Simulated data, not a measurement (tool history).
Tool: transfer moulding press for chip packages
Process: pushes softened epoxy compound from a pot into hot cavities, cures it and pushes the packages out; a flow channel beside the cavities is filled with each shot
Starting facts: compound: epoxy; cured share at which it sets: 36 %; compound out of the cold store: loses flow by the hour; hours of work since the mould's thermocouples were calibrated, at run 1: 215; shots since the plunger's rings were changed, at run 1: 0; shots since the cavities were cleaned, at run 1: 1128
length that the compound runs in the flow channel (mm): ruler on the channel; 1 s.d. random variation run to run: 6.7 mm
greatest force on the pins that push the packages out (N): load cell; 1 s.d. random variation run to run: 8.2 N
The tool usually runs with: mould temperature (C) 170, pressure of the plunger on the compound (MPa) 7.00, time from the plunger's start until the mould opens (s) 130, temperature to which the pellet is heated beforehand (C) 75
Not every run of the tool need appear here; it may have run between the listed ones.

run    hour  mould temperature (C)  pressure of the plunger on the compound (MPa)  time from the plunger's start until the mould opens (s)  temperature to which the pellet is heated beforehand (C)  hours of work since the mould's thermocouples were calibrated  shots since the plunger's rings were changed  shots since the cavities were cleaned  incoming compound's hours out of the cold store  length that the compound runs in the flow channel (mm)  greatest force on the pins that push the packages out (N)
  1     0.0                    170                                           7.00                                                      130                                                        75                                                            215                                             0                                   1128                                             23.9                                                     855                                                        379
       15.7  -- cavities cleaned with cleaning compound and waxed
  2    45.6                    173                                           7.00                                                      130                                                        75                                                            233                                           245                                    166                                             47.1                                                     777                                                        313
  3    85.9                    173                                           7.00                                                      130                                                        75                                                            249                                           467                                    388                                              9.7                                                     864                                                        329
  4   118.2                    170                                           7.00                                                      164                                                        75                                                            263                                           646                                    567                                             37.8                                                     804                                                        299
  5   166.4                    170                                           7.00                                                      168                                                        75                                                            282                                           913                                    834                                             46.5                                                     794                                                        289
  6   214.9                    170                                           7.00                                                      130                                                        75                                                            302                                          1181                                   1102                                             34.1                                                     821                                                        366
      233.3  -- cavities cleaned with cleaning compound and waxed
  7   257.1                    170                                           7.00                                                      157                                                        75                                                            319                                          1406                                    131                                             36.7                                                     808                                                        309
  8   278.4                    170                                           7.00                                                      157                                                        75                                                            327                                          1524                                    249                                             37.8                                                     812                                                        309
  9   313.8                    170                                           8.33                                                      157                                                        75                                                            342                                          1720                                    445                                              8.9                                                     949                                                        318
 10   350.9                    170                                           7.00                                                      130                                                        80                                                            357                                          1925                                    650                                              8.2                                                     880                                                        374
 11   386.8                    170                                           7.00                                                      130                                                        80                                                            371                                          2124                                    849                                             38.2                                                     804                                                        374
 12   411.1                    170                                           7.00                                                      130                                                        80                                                            381                                          2258                                    983                                             15.2                                                     860                                                        370
      424.8  -- mould's thermocouples calibrated
      453.0  -- cavities cleaned with cleaning compound and waxed
 13   456.5                    170                                           7.00                                                      130                                                        80                                                             12                                          2490                                     19                                             27.3                                                     823                                                        365
 14   494.0                    170                                           7.00                                                      130                                                        80                                                             28                                          2697                                    226                                             33.3                                                     821                                                        374
 15   534.9                    164                                           7.00                                                      130                                                        75                                                             44                                          2924                                    453                                             11.8                                                     895                                                        555
 16   574.2                    172                                           5.96                                                      130                                                        75                                                             60                                          3141                                    670                                             38.1                                                     737                                                        337
 17   599.1                    175                                           5.96                                                      130                                                        73                                                             70                                          3279                                    808                                             28.8                                                     741                                                        312
 18   624.0                    175                                           5.96                                                      130                                                        73                                                             81                                          3416                                    945                                             45.9                                                     719                                                        316
 19   653.2                    175                                           5.96                                                      130                                                        73                                                             93                                          3578                                   1107                                             34.3                                                     750                                                        299
      672.0  -- cavities cleaned with cleaning compound and waxed
 20   694.5                    177                                           7.15                                                      130                                                        75                                                            109                                          3799                                    125                                             17.0                                                     851                                                        293
 21   728.9                    177                                           7.15                                                      130                                                        75                                                            123                                          3989                                    315                                             12.0                                                     868                                                        304
 22   759.2                    170                                           7.00                                                      137                                                        78                                                            135                                          4156                                    482                                             19.9                                                     856                                                        356
 23   792.1                    170                                           7.00                                                      137                                                        78                                                            149                                          4339                                    665                                             19.0                                                     852                                                        348
 24   816.3                    176                                           6.49                                                      152                                                        79                                                            158                                          4472                                    798                                             29.9                                                     788                                                        299
 25   858.1                    170                                           7.00                                                      130                                                        82                                                            175                                          4703                                   1029                                             13.6                                                     872                                                        397
      891.2  -- cavities cleaned with cleaning compound and waxed
 26   893.4                    170                                           5.37                                                      162                                                        75                                                            189                                          4891                                     13                                             43.0                                                     709                                                        297
 27   925.9                    170                                           6.45                                                      166                                                        71                                                            202                                          5070                                    192                                             20.5                                                     818                                                        298
 28   956.6                    170                                           6.45                                                      166                                                        71                                                            215                                          5240                                    362                                             17.0                                                     822                                                        308
 29  1003.5                    165                                           7.00                                                      130                                                        75                                                            234                                          5500                                    622                                             29.1                                                     839                                                        508

3 options for the next run, each taken on its own from the tool as it stands now. Forecast them:
  A  1025.7                    172                                           6.78                                                      148                                                        75                                                            243                                          5622                                    744                                             11.5                                                       ?                                                          ?
  B  1025.7                    170                                           7.00                                                      164                                                        75                                                            243                                          5622                                    744                                             14.2                                                       ?                                                          ?
  C  1025.7                    170                                           7.00                                                      130                                                        75                                                            243                                          5622                                    744                                             12.5                                                       ?                                                          ?

run  length that the compound runs in the flow channel (mm)  greatest force on the pins that push the packages out (N)
  A                                                     852                                                        314
  B                                                     869                                                        295
  C                                                     871                                                        384
Without the tool's hidden state the same runs would have given:
run  length that the compound runs in the flow channel (mm)  greatest force on the pins that push the packages out (N)
  A                                                     854                                                        309
  B                                                     871                                                        291
  C                                                     872                                                        379

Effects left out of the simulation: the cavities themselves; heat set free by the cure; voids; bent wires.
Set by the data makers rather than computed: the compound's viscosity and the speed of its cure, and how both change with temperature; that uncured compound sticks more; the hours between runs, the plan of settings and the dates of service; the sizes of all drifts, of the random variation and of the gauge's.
